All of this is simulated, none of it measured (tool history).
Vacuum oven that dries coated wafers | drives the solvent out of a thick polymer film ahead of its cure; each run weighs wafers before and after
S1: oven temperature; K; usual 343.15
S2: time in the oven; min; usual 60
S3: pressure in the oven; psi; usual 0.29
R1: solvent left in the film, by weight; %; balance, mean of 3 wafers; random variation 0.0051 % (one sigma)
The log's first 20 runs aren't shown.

run 21 day=21.708 | S1=343.15 S2=60 S3=0.405 | R1=2.043
run 22 day=22.842 | S1=343.15 S2=60 S3=0.405 | R1=2.041
run 23 day=23.975 | S1=343.15 S2=60 S3=0.405 | R1=2.039
run 24 day=25.396 | S1=343.15 S2=60 S3=0.405 | R1=2.041
run 25 day=26.438 | S1=343.15 S2=60 S3=0.405 | R1=2.041
run 26 day=27.804 | S1=343.15 S2=60 S3=0.405 | R1=2.031
run 27 day=29.067 | S1=333.15 S2=68 S3=1.062 | R1=8.035
run 28 day=29.729 | S1=331.15 S2=68 S3=1.062 | R1=8.963
run 29 day=30.629 | S1=331.15 S2=68 S3=1.062 | R1=8.959
run 30 day=31.738 | S1=343.15 S2=75 S3=0.29 | R1=1.372
run 31 day=32.592 | S1=347.15 S2=63 S3=0.98 | R1=3.469
run 32 day=33.371 | S1=353.15 S2=54 S3=0.938 | R1=2.554
run 33 day=34.133 | S1=337.15 S2=54 S3=0.938 | R1=6.239
run 34 day=35.396 | S1=337.15 S2=54 S3=0.938 | R1=6.246
run 35 day=36.467 | S1=339.15 S2=49 S3=0.194 | R1=2.478
run 36 day=37.246 | S1=339.15 S2=38 S3=0.972 | R1=6.534
run 37 day=38.458 | S1=339.15 S2=38 S3=0.972 | R1=6.52
run 38 day=39.417 | S1=330.15 S2=60 S3=0.669 | R1=7.554
run 39 day=40.062 | S1=328.15 S2=60 S3=0.682 | R1=8.516

Forecast run 40:
run 40 day=41 | S1=328.15 S2=60 S3=0.682 | R1=?

R1: 8.523 %
Without the tool's hidden state the same run would have given R1 8.975 %.
